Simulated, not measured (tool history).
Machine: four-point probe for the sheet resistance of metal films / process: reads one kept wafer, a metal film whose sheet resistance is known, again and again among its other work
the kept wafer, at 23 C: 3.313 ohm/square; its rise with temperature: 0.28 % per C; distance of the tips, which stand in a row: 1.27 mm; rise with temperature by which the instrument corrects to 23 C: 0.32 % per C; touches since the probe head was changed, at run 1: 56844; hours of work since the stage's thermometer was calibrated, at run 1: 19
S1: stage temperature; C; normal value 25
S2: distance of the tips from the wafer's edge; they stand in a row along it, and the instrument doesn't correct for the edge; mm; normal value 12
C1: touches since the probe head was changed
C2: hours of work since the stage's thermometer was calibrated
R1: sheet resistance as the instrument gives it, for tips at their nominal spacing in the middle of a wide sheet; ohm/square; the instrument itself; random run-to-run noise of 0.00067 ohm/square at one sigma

run	hour	S1	S2	C1	C2	R1
1	0	25	12	56844	19	3.330405
2	13.8	25	12	57369	25	3.330355
3	22.1	25	12	57686	29	3.332319
4	34.7	25	12	58164	35	3.33143
5	43.1	25	32	58485	39	3.313503
6	55.5	25	32	58957	44	3.314036
7	64.7	25	32	59306	48	3.31479
8	73.2	22	4	59631	52	3.483715
9	86.5	22	4	60136	58	3.484142
10	101	25	60	60688	64	3.312527
11	107.8	24	60	60948	68	3.313014

3 options for the next run, each taken on its own from the tool as it stands now. Forecast them:
A	116.8	27	60	61289	72	?
B	116.8	30	16	61289	72	?
C	116.8	21	4	61289	72	?

run	R1
A	3.310285
B	3.317041
C	3.485294
Without the tool's hidden state the same runs would have given:
run	R1
A	3.309951
B	3.316707
C	3.484944
